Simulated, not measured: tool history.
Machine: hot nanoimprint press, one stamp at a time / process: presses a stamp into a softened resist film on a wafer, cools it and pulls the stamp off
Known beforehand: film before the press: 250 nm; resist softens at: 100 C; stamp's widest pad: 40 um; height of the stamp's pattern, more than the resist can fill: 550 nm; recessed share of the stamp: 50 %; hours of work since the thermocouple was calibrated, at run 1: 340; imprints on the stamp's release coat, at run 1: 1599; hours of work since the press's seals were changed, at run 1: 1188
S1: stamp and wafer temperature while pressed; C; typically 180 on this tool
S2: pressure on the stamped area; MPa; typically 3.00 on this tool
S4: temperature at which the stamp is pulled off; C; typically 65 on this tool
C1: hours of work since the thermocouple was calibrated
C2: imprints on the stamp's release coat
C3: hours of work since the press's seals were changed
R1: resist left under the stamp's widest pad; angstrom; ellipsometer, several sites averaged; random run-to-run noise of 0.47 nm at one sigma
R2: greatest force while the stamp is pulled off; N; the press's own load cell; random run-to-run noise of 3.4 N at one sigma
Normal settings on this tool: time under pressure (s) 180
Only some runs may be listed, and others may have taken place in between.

Run 1, day 0.000: usual settings; C1 340; C2 1599; C3 1188. Result: R1 1146 angstrom, R2 165 N.
Run 2, day 1.696: usual settings but time under pressure (s) 96; C1 358; C2 1711; C3 1206. Result: R1 1448 angstrom, R2 160 N.
Run 3, day 4.912: usual settings but time under pressure (s) 96; C1 391; C2 1923; C3 1240. Result: R1 1427 angstrom, R2 169 N.
Run 4, day 6.267: usual settings but time under pressure (s) 96; C1 405; C2 2012; C3 1254. Result: R1 1427 angstrom, R2 156 N.
At day 6.950: stamp cleaned and given a new release coat.
Run 5, day 9.454: usual settings but S2 1.96 MPa; C1 436; C2 165; C3 1284. Result: R1 1368 angstrom, R2 161 N.
Run 6, day 12.367: usual settings but S4 69 C; C1 467; C2 357; C3 1315. Result: R1 1155 angstrom, R2 159 N.
Run 7, day 15.208: usual settings but S1 179 C, S4 69 C; C1 496; C2 544; C3 1345. Result: R1 1173 angstrom, R2 152 N.
At day 18.121: press's hydraulic seals changed and the load cell set to zero.
At day 18.679: plate thermocouple calibrated.
Run 8, day 18.679: usual settings but S1 179 C, S4 69 C; C1 0; C2 742; C3 4. Result: R1 1180 angstrom, R2 164 N.
Run 9, day 21.583: usual settings but S1 179 C, S4 69 C; C1 30; C2 934; C3 35. Result: R1 1187 angstrom, R2 150 N.
Run 10, day 24.862: usual settings but S1 179 C, S4 69 C; C1 65; C2 1150; C3 69. Result: R1 1178 angstrom, R2 155 N.
Run 11, day 26.475: usual settings but S2 4.39 MPa; C1 82; C2 1256; C3 86. Result: R1 966 angstrom, R2 161 N.
Run 12, day 28.138: usual settings but S2 4.39 MPa; C1 99; C2 1366; C3 103. Result: R1 960 angstrom, R2 165 N.
Run 13, day 31.104: usual settings but S2 4.39 MPa; C1 130; C2 1561; C3 134. Result: R1 963 angstrom, R2 164 N.
Run 14, day 33.542: usual settings but S2 4.39 MPa; C1 155; C2 1722; C3 160. Result: R1 964 angstrom, R2 160 N.
Run 15, day 36.292: usual settings but S2 4.39 MPa; C1 184; C2 1903; C3 189. Result: R1 965 angstrom, R2 162 N.
At day 38.583: stamp cleaned and given a new release coat.
Run 16, day 39.654: usual settings; C1 217; C2 71; C3 221. Result: R1 1145 angstrom, R2 166 N.
Run 17, day 41.608: usual settings but S1 184 C, S4 59 C; C1 237; C2 199; C3 242. Result: R1 1020 angstrom, R2 172 N.
Run 18, day 43.442: usual settings but S1 184 C, S4 59 C; C1 256; C2 320; C3 261. Result: R1 1018 angstrom, R2 173 N.
Run 19, day 46.125: usual settings but S1 178 C, S2 2.75 MPa, time under pressure (s) 124, S4 67 C; C1 284; C2 497; C3 289. Result: R1 1433 angstrom, R2 165 N.
Run 20, day 48.804: usual settings but S1 178 C, S2 2.75 MPa, time under pressure (s) 124, S4 67 C; C1 312; C2 674; C3 317. Result: R1 1435 angstrom, R2 155 N.
Run 21, day 52.046: usual settings but S1 184 C, S2 2.26 MPa; C1 346; C2 887; C3 351. Result: R1 1163 angstrom, R2 166 N.
Run 22, day 53.583: usual settings but S1 184 C, S2 2.26 MPa; C1 362; C2 989; C3 367. Result: R1 1144 angstrom, R2 163 N.
Run 23, day 55.008: usual settings but S1 184 C, S2 2.26 MPa; C1 377; C2 1083; C3 382. Result: R1 1156 angstrom, R2 156 N.
Run 24, day 56.554: usual settings but S1 185 C, time under pressure (s) 248; C1 393; C2 1185; C3 398. Result: R1 861 angstrom, R2 165 N.
Run 25, day 59.071: usual settings but S1 171 C, time under pressure (s) 145, S4 66 C; C1 420; C2 1351; C3 424. Result: R1 1598 angstrom, R2 155 N.
Run 26, day 61.829: usual settings but S1 174 C, S2 2.27 MPa, time under pressure (s) 167, S4 59 C; C1 448; C2 1532; C3 453. Result: R1 1558 angstrom, R2 174 N.
Run 27, day 63.358: usual settings but S1 183 C, time under pressure (s) 254, S4 68 C; C1 464; C2 1633; C3 469. Result: R1 915 angstrom, R2 150 N.
Run 28, day 65.529: usual settings but S1 183 C, time under pressure (s) 254, S4 68 C; C1 487; C2 1776; C3 492. Result: R1 916 angstrom, R2 151 N.
Run 29, day 66.975: usual settings but S1 183 C, S2 4.56 MPa, time under pressure (s) 313, S4 68 C; C1 502; C2 1872; C3 507. Result: R1 675 angstrom, R2 156 N.
At day 69.621: plate thermocouple calibrated.
At day 69.871: stamp cleaned and given a new release coat.
Run 30, day 69.871: usual settings but S1 189 C, S2 2.47 MPa, time under pressure (s) 313, S4 68 C; C1 0; C2 0; C3 533. Result: R1 765 angstrom, R2 154 N.
Run 31, day 73.150: usual settings but S1 189 C, S2 2.47 MPa, time under pressure (s) 313, S4 68 C; C1 34; C2 216; C3 567. Result: R1 766 angstrom, R2 156 N.

3 options for the next run, each taken on its own from the tool as it stands now. Forecast them:
Run A, day 74.983: usual settings but S1 175 C; C1 53; C2 337; C3 587. Result: R1 ?, R2 ?.
Run B, day 74.983: usual settings but S1 191 C, S2 2.54 MPa, time under pressure (s) 159; C1 53; C2 337; C3 587. Result: R1 ?, R2 ?.
Run C, day 74.983: usual settings but S1 176 C, S2 2.03 MPa, S4 61 C; C1 53; C2 337; C3 587. Result: R1 ?, R2 ?.

run    R1   R2
  A  1330  162
  B   943  162
  C  1505  170
Without the tool's unlogged condition, the same runs would have read:
run    R1   R2
  A  1330  161
  B   942  162
  C  1505  170
